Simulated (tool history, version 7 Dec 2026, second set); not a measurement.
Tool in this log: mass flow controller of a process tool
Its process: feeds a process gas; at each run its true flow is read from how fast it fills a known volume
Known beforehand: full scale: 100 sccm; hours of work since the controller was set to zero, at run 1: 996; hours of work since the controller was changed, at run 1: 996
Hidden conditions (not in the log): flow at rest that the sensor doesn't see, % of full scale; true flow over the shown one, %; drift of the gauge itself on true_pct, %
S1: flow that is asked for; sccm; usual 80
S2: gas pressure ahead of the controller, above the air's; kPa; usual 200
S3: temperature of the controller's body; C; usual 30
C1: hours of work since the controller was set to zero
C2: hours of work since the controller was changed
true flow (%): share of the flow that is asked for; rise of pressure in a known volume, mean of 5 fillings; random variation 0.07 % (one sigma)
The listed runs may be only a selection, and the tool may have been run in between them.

Run 1, hour 0.0: usual settings; C1 996; C2 996. Result: true flow (%) 99.30.
Run 2, hour 121.9: usual settings; C1 1047; C2 1047. Result: true flow (%) 99.33.
Run 3, hour 232.4: usual settings; C1 1092; C2 1092. Result: true flow (%) 99.23.
Run 4, hour 356.0: usual settings but S2 261 kPa; C1 1143; C2 1143. Result: true flow (%) 99.41.
Run 5, hour 421.8: usual settings but S2 261 kPa; C1 1170; C2 1170. Result: true flow (%) 99.33.
Run 6, hour 558.8: usual settings but S2 261 kPa; C1 1227; C2 1227. Result: true flow (%) 99.32.
Run 7, hour 679.3: usual settings but S2 261 kPa; C1 1276; C2 1276. Result: true flow (%) 99.29.
Run 8, hour 763.4: usual settings but S3 20 C; C1 1311; C2 1311. Result: true flow (%) 99.63.
Run 9, hour 837.2: usual settings but S3 20 C; C1 1342; C2 1342. Result: true flow (%) 99.72.
Run 10, hour 943.3: usual settings but S3 20 C; C1 1385; C2 1385. Result: true flow (%) 99.73.
Run 11, hour 1038.3: usual settings but S3 20 C; C1 1424; C2 1424. Result: true flow (%) 99.84.
Run 12, hour 1124.4: usual settings but S3 20 C; C1 1460; C2 1460. Result: true flow (%) 99.75.
Run 13, hour 1195.3: usual settings but S3 20 C; C1 1489; C2 1489. Result: true flow (%) 99.62.
Run 14, hour 1302.4: usual settings but S3 20 C; C1 1533; C2 1533. Result: true flow (%) 99.76.
Run 15, hour 1436.1: usual settings but S1 57 sccm, S3 20 C; C1 1588; C2 1588. Result: true flow (%) 99.15.
Run 16, hour 1559.8: usual settings but S1 24 sccm, S3 20 C; C1 1639; C2 1639. Result: true flow (%) 98.15.
Run 17, hour 1715.8: usual settings but S2 148 kPa, S3 32 C; C1 1704; C2 1704. Result: true flow (%) 98.95.
Run 18, hour 1795.5: usual settings but S2 160 kPa, S3 26 C; C1 1737; C2 1737. Result: true flow (%) 99.51.
Run 19, hour 1947.8: usual settings but S2 160 kPa, S3 26 C; C1 1799; C2 1799. Result: true flow (%) 99.30.
Run 20, hour 2065.0: usual settings but S1 66 sccm, S2 265 kPa, S3 36 C; C1 1848; C2 1848. Result: true flow (%) 98.78.
Run 21, hour 2163.0: usual settings but S1 66 sccm, S2 265 kPa, S3 36 C; C1 1888; C2 1888. Result: true flow (%) 98.75.
Run 22, hour 2316.1: usual settings but S1 11 sccm, S2 167 kPa, S3 25 C; C1 1951; C2 1951. Result: true flow (%) 97.62.
Run 23, hour 2444.1: usual settings but S2 229 kPa; C1 2004; C2 2004. Result: true flow (%) 99.29.
Run 24, hour 2539.0: usual settings but S2 229 kPa; C1 2043; C2 2043. Result: true flow (%) 99.38.
Run 25, hour 2636.6: usual settings but S2 229 kPa; C1 2083; C2 2083. Result: true flow (%) 99.48.
Run 26, hour 2735.6: usual settings but S1 22 sccm; C1 2124; C2 2124. Result: true flow (%) 97.64.
Run 27, hour 2801.6: usual settings but S1 22 sccm; C1 2151; C2 2151. Result: true flow (%) 97.75.
Run 28, hour 2866.1: usual settings but S1 22 sccm; C1 2178; C2 2178. Result: true flow (%) 97.73.
Run 29, hour 3000.2: usual settings but S1 58 sccm, S2 206 kPa, S3 20 C; C1 2233; C2 2233. Result: true flow (%) 99.02.
Run 30, hour 3115.5: usual settings but S1 58 sccm, S2 206 kPa, S3 20 C; C1 2281; C2 2281. Result: true flow (%) 99.16.
Run 31, hour 3190.9: usual settings but S1 11 sccm, S2 169 kPa, S3 20 C; C1 2312; C2 2312. Result: true flow (%) 97.79.
Run 32, hour 3319.7: usual settings but S1 81 sccm; C1 2365; C2 2365. Result: true flow (%) 99.39.

Alternative continuations, all from the tool just after run 32; predict every row:
Run A, hour 3464.5: usual settings but S1 81 sccm, S3 25 C; C1 2425; C2 2425. Result: true flow (%) ?.
Run B, hour 3464.5: usual settings but S3 32 C; C1 2425; C2 2425. Result: true flow (%) ?.
Run C, hour 3464.5: usual settings but S1 13 sccm, S2 209 kPa, S3 25 C; C1 2425; C2 2425. Result: true flow (%) ?.

run  true flow (%)
  A          99.54
  B          99.11
  C          97.80
Without the tool's hidden state the same runs would have given:
run  true flow (%)
  A          99.55
  B          99.12
  C          97.78
